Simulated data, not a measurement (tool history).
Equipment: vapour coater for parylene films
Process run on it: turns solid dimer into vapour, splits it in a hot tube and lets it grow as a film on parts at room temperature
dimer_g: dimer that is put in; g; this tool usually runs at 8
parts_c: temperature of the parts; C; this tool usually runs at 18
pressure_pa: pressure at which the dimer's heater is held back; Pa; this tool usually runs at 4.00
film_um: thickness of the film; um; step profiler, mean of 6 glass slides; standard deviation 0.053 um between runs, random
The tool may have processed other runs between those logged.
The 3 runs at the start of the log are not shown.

run    day  dimer_g  parts_c  pressure_pa  film_um
  4  1.721        8       14         4.00     6.47
  5  2.404        8       14         4.00     6.43
  6  3.121        8       14         4.00     6.35
  7  3.546        8       10         4.00     7.15
  8  4.004        8       10         4.00     7.15
  9  4.400        8       18         4.00     5.68
 10  5.083        8       18         4.00     5.46
 11  5.554        8       18         4.00     5.56
 12  5.917        8       18         4.00     5.57
 13  6.225        8       18         4.00     5.49
 14  6.783        8       18         4.00     5.43
     6.879  -- table's thermometer calibrated
 15  7.358        8       18         4.00     5.56
 16  7.817        8       18         4.00     5.37
     8.233  -- table's thermometer calibrated, once more
 17  8.521       13       18         4.00     8.99
 18  8.879       13       18         4.00     8.83
 19  9.321        3       28         4.50     1.48
 20  9.708        7       18         8.03     4.00

Run 21, settings as shown, results not yet in. Your forecast:
 21  10.421        8       18         4.00        ?

film_um: 5.37 um
On a tool with no hidden condition, and with the same random variation, this run would have come out at film_um 6.12 um.

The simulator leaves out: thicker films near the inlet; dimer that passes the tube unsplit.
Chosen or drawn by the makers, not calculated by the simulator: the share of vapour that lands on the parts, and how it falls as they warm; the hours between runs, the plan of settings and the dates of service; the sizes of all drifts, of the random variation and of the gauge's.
